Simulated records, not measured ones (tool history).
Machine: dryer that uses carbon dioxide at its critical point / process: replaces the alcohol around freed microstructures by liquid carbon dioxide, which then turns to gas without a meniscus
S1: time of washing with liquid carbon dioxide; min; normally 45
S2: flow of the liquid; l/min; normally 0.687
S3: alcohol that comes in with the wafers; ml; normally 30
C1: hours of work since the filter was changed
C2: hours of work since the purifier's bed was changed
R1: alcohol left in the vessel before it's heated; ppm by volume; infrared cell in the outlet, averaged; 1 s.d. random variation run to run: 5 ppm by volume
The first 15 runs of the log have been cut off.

Run 16, hour 415.4: usual settings but S3 35 ml; C1 260; C2 333. Result: R1 68 ppm by volume.
Run 17, hour 434.5: usual settings but S3 35 ml; C1 273; C2 346. Result: R1 80 ppm by volume.
Run 18, hour 463.6: usual settings but S3 35 ml; C1 294; C2 367. Result: R1 70 ppm by volume.
Run 19, hour 485.6: usual settings but S3 35 ml; C1 309; C2 382. Result: R1 78 ppm by volume.
Run 20, hour 511.8: usual settings; C1 327; C2 401. Result: R1 76 ppm by volume.
Run 21, hour 548.3: usual settings; C1 353; C2 426. Result: R1 68 ppm by volume.
Run 22, hour 585: usual settings; C1 379; C2 452. Result: R1 76 ppm by volume.
Run 23, hour 610.5: usual settings; C1 397; C2 470. Result: R1 74 ppm by volume.
Run 24, hour 646.5: usual settings but S1 29 min, S2 0.903 l/min, S3 87 ml; C1 422; C2 495. Result: R1 291 ppm by volume.
Run 25, hour 678.5: usual settings but S1 29 min, S2 0.903 l/min, S3 87 ml; C1 445; C2 518. Result: R1 306 ppm by volume.
At hour 700.4: inlet filter changed.
Run 26, hour 710.1: usual settings but S1 29 min, S2 0.903 l/min, S3 87 ml; C1 7; C2 539. Result: R1 157 ppm by volume.
Run 27, hour 731.1: usual settings but S1 40 min, S2 0.514 l/min; C1 22; C2 554. Result: R1 186 ppm by volume.
Run 28, hour 764.1: usual settings but S3 66 ml; C1 45; C2 577. Result: R1 85 ppm by volume.
Run 29, hour 790.8: usual settings but S1 65 min, S2 0.821 l/min, S3 49 ml; C1 63; C2 596. Result: R1 65 ppm by volume.
Run 30, hour 815: usual settings but S1 65 min, S2 0.821 l/min, S3 49 ml; C1 81; C2 613. Result: R1 52 ppm by volume.
Run 31, hour 846.9: usual settings but S1 51 min, S2 0.821 l/min, S3 35 ml; C1 103; C2 635. Result: R1 72 ppm by volume.
Run 32, hour 884.8: usual settings but S1 68 min, S2 0.509 l/min, S3 27 ml; C1 130; C2 662. Result: R1 69 ppm by volume.
Run 33, hour 924: usual settings but S1 38 min, S2 0.426 l/min, S3 23 ml; C1 157; C2 690. Result: R1 342 ppm by volume.
Run 34, hour 951.5: usual settings but S1 59 min, S2 0.424 l/min, S3 21 ml; C1 176; C2 709. Result: R1 114 ppm by volume.
Run 35, hour 970.8: usual settings but S1 49 min, S2 0.973 l/min, S3 55 ml; C1 190; C2 723. Result: R1 69 ppm by volume.
Run 36, hour 1001.3: usual settings but S1 38 min, S2 1.087 l/min, S3 73 ml; C1 211; C2 744. Result: R1 74 ppm by volume.

For run 37, what comes out?
Run 37, hour 1034.7: usual settings but S1 38 min, S2 1.087 l/min, S3 73 ml; C1 235; C2 767. Result: R1 ?.

R1: 74 ppm by volume
Minus the tool's unlogged condition, the same run would have read R1 6 ppm by volume.

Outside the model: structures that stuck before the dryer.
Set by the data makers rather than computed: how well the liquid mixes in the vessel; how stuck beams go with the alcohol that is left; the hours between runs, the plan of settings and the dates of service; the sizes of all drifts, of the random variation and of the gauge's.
